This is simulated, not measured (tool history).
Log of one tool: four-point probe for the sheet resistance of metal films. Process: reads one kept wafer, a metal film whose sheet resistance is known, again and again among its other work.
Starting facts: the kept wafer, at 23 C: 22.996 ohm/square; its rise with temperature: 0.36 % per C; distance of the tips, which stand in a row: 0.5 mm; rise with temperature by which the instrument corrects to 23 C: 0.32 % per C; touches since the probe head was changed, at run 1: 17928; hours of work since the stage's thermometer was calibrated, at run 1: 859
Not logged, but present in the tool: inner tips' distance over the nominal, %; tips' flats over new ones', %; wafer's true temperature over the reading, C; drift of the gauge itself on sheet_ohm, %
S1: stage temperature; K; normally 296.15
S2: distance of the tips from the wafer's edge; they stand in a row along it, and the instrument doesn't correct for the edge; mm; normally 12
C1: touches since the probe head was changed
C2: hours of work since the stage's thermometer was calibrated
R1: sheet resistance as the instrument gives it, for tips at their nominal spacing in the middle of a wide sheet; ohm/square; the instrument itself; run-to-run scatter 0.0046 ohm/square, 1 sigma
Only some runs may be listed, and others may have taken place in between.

{"run": 1, "day": 0.0, "S1": 296.15, "S2": 12, "C1": 17928, "C2": 859, "R1": 22.945281}
{"run": 2, "day": 2.838, "S1": 296.15, "S2": 11, "C1": 19596, "C2": 905, "R1": 22.942502}
{"run": 3, "day": 5.971, "S1": 296.15, "S2": 12, "C1": 21437, "C2": 955, "R1": 22.949711}
{"run": 4, "day": 8.929, "S1": 296.15, "S2": 12, "C1": 23176, "C2": 1003, "R1": 22.944019}
{"run": 5, "day": 12.742, "S1": 296.15, "S2": 12, "C1": 25417, "C2": 1065, "R1": 22.954401}
{"run": 6, "day": 17.075, "S1": 297.15, "S2": 12, "C1": 27965, "C2": 1135, "R1": 22.968883}
{"run": 7, "day": 19.558, "S1": 296.15, "S2": 12, "C1": 29424, "C2": 1175, "R1": 22.960509}
{"run": 8, "day": 22.662, "S1": 296.15, "S2": 12, "C1": 31249, "C2": 1225, "R1": 22.958079}
{"run": 9, "day": 26.883, "S1": 302.15, "S2": 12, "C1": 33732, "C2": 1293, "R1": 23.016889}
{"run": 10, "day": 29.612, "S1": 302.15, "S2": 12, "C1": 35335, "C2": 1337, "R1": 23.010341}
{"run": 11, "day": 32.612, "S1": 302.15, "S2": 12, "C1": 37098, "C2": 1385, "R1": 23.012472}
{"run": 12, "day": 36.217, "S1": 302.15, "S2": 12, "C1": 39218, "C2": 1443, "R1": 23.028173}
{"run": 13, "day": 38.929, "S1": 302.15, "S2": 12, "C1": 40812, "C2": 1487, "R1": 23.022114}
{"run": 14, "day": 44.033, "S1": 302.15, "S2": 12, "C1": 43812, "C2": 1570, "R1": 23.028026}
{"run": 15, "day": 48.417, "S1": 302.15, "S2": 12, "C1": 46389, "C2": 1640, "R1": 23.026156}
{"day": 48.842, "done": "stage's thermometer calibrated"}
{"run": 16, "day": 52.683, "S1": 302.15, "S2": 6, "C1": 48884, "C2": 62, "R1": 23.097764}
{"run": 17, "day": 57.5, "S1": 302.15, "S2": 6, "C1": 51715, "C2": 140, "R1": 23.097871}
{"run": 18, "day": 59.95, "S1": 302.15, "S2": 6, "C1": 53156, "C2": 179, "R1": 23.099614}
{"run": 19, "day": 64.279, "S1": 296.15, "S2": 12, "C1": 55701, "C2": 249, "R1": 22.985226}
{"run": 20, "day": 66.608, "S1": 296.15, "S2": 12, "C1": 57069, "C2": 287, "R1": 22.99607}
{"run": 21, "day": 69.725, "S1": 296.15, "S2": 12, "C1": 58902, "C2": 337, "R1": 22.982655}
{"day": 70.121, "done": "stage's thermometer calibrated, once more"}
{"run": 22, "day": 72.746, "S1": 296.15, "S2": 12, "C1": 60667, "C2": 42, "R1": 23.023569}
{"run": 23, "day": 77.717, "S1": 304.15, "S2": 24, "C1": 63588, "C2": 123, "R1": 23.075898}
{"run": 24, "day": 82.838, "S1": 304.15, "S2": 24, "C1": 66598, "C2": 205, "R1": 23.083217}
{"run": 25, "day": 85.908, "S1": 297.15, "S2": 5, "C1": 68402, "C2": 255, "R1": 23.150245}
{"run": 26, "day": 89.312, "S1": 297.15, "S2": 5, "C1": 70403, "C2": 310, "R1": 23.140967}
{"run": 27, "day": 93.575, "S1": 308.15, "S2": 36, "C1": 72909, "C2": 379, "R1": 23.127675}
{"run": 28, "day": 97.425, "S1": 296.15, "S2": 14, "C1": 75171, "C2": 441, "R1": 23.049901}
{"run": 29, "day": 101.233, "S1": 296.15, "S2": 14, "C1": 77411, "C2": 502, "R1": 23.043693}
{"run": 30, "day": 105.683, "S1": 299.15, "S2": 65, "C1": 80027, "C2": 574, "R1": 23.051905}
{"run": 31, "day": 108.288, "S1": 294.15, "S2": 3, "C1": 81558, "C2": 616, "R1": 23.354698}
{"run": 32, "day": 113.058, "S1": 294.15, "S2": 9, "C1": 84362, "C2": 693, "R1": 23.059529}
{"run": 33, "day": 116.425, "S1": 299.15, "S2": 7, "C1": 86342, "C2": 747, "R1": 23.132876}
{"run": 34, "day": 119.35, "S1": 298.15, "S2": 9, "C1": 88060, "C2": 794, "R1": 23.101918}
{"run": 35, "day": 122.979, "S1": 301.15, "S2": 11, "C1": 90195, "C2": 853, "R1": 23.122388}
{"run": 36, "day": 127.379, "S1": 307.15, "S2": 15, "C1": 92781, "C2": 924, "R1": 23.151472}

For run 37, what comes out?
{"run": 37, "day": 131.029, "S1": 307.15, "S2": 15, "C1": 94926, "C2": 983, "R1": "?"}

{"run 37": {"R1": 23.159306}}
Had the tool carried no hidden state, the very same run would have given R1 23.103054 ohm/square.
